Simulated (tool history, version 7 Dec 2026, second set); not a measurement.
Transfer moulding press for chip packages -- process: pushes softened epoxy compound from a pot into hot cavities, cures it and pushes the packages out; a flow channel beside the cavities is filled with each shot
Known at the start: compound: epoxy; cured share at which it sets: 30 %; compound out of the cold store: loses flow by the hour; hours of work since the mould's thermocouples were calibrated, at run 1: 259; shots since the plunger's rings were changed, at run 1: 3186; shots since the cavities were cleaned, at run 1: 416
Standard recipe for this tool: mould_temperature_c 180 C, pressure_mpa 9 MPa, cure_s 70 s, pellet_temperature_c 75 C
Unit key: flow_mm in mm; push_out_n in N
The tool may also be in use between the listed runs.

run   hour  mould_temperature_c  pressure_mpa  cure_s  pellet_temperature_c  hours of work since the mould's thermocouples were calibrated  shots since the plunger's rings were changed  shots since the cavities were cleaned  incoming compound's hours out of the cold store  flow_mm  push_out_n
  1      0                  180             9      70                    75                                                            259                                          3186                                    416                                             44.3      490         634
       3.2  -- cavities cleaned with cleaning compound and waxed
  2   13.5                  180             9      70                    75                                                            264                                          3320                                    115                                             22.4      557         499
  3   25.6                  180             9      70                    75                                                            270                                          3455                                    250                                             13.5      585         646
  4   34.2                  180             9      70                    75                                                            273                                          3551                                    346                                              8.3      599         702
        43  -- cavities cleaned with cleaning compound and waxed
  5   45.4                  180             9      70                    75                                                            278                                          3659                                     26                                             19.2      559         476
  6   58.7                  180             9      70                    75                                                            284                                          3807                                    174                                             13.7      584         597
  7   68.3                  180             9      70                    75                                                            288                                          3915                                    282                                             11.8      581         647
        83  -- cavities cleaned with cleaning compound and waxed
  8     85                  180             9      70                    75                                                            295                                          4085                                     23                                             45.7      493         433
  9   92.8                  180             9      70                    75                                                            299                                          4171                                    109                                             13.7      574         557
 10    105                  180             9      70                    75                                                            304                                          4307                                    245                                             40.3      505         590
 11  120.2                  180             9      70                    75                                                            311                                          4477                                    415                                             13.6      572         679
     122.8  -- cavities cleaned with cleaning compound and waxed
 12  130.1                  180             9      70                    75                                                            315                                          4570                                     81                                             41.2      495         484
 13  144.7                  176             9      70                    75                                                            322                                          4734                                    245                                             43.9      493         729
 14  160.4                  180             9      70                    75                                                            329                                          4909                                    420                                             15.6      573         710
     163.4  -- cavities cleaned with cleaning compound and waxed
 15  169.8                  180         10.15     104                    81                                                            332                                          4996                                     70                                               38      530         322
 16  182.4                  180         10.15     104                    81                                                            338                                          5138                                    212                                             37.6      541         394
 17  192.1                  180         10.15     104                    81                                                            343                                          5246                                    320                                             25.4      575         435
     203.3  -- cavities cleaned with cleaning compound and waxed
 18  208.8                  180             9      87                    75                                                            350                                          5415                                     61                                             36.2      507         357
     223.9  -- mould's thermocouples calibrated
 19  227.7                  181          8.22      63                    73                                                              2                                          5604                                    250                                             45.1      467         685
 20  236.9                  174          7.39      70                    75                                                              6                                          5707                                    353                                             38.7      464         905
     245.4  -- cavities cleaned with cleaning compound and waxed
 21  256.4                  174          7.39      77                    78                                                             14                                          5908                                    124                                             32.7      469         582
     264.1  -- plunger's sealing rings changed
 22  266.5                  174          7.39      77                    78                                                             18                                            27                                    208                                             20.5      535         639
 23  276.9                  174         10.33      53                    75                                                             22                                           144                                    325                                             21.6      628        1594
     288.7  -- cavities cleaned with cleaning compound and waxed
 24  293.4                  186          9.67      70                    83                                                             29                                           311                                     53                                             41.1      530         349
 25    309                  180           6.9      67                    72                                                             36                                           484                                    226                                             14.9      518         686
 26  325.3                  180             9      66                    69                                                             44                                           666                                    408                                               13      600         825
     329.5  -- cavities cleaned with cleaning compound and waxed
 27  336.5                  180             9      66                    80                                                             48                                           774                                     77                                               10      604         578
 28    349                  180         10.41      58                    75                                                             54                                           914                                    217                                             16.1      633         941

Consider 4 possible next runs. They are alternatives, not a sequence: every one starts from the tool as it was left by run 28. What does each give?
  A  363.6                  178          7.63      58                    71                                                             60                                          1077                                    380                                             35.2        ?           ?
  B  363.6                  180             9      70                    70                                                             60                                          1077                                    380                                             41.2        ?           ?
  C  363.6                  181         10.41      80                    83                                                             60                                          1077                                    380                                             44.3        ?           ?
  D  363.6                  182         10.41      58                    75                                                             60                                          1077                                    380                                             34.7        ?           ?

run  flow_mm  push_out_n
  A      489        1173
  B      510         631
  C      542         485
  D      573         889
Stripped of hidden state, with their random variation kept, the same runs would have yielded:
run  flow_mm  push_out_n
  A      494         784
  B      516         421
  C      549         325
  D      579         595
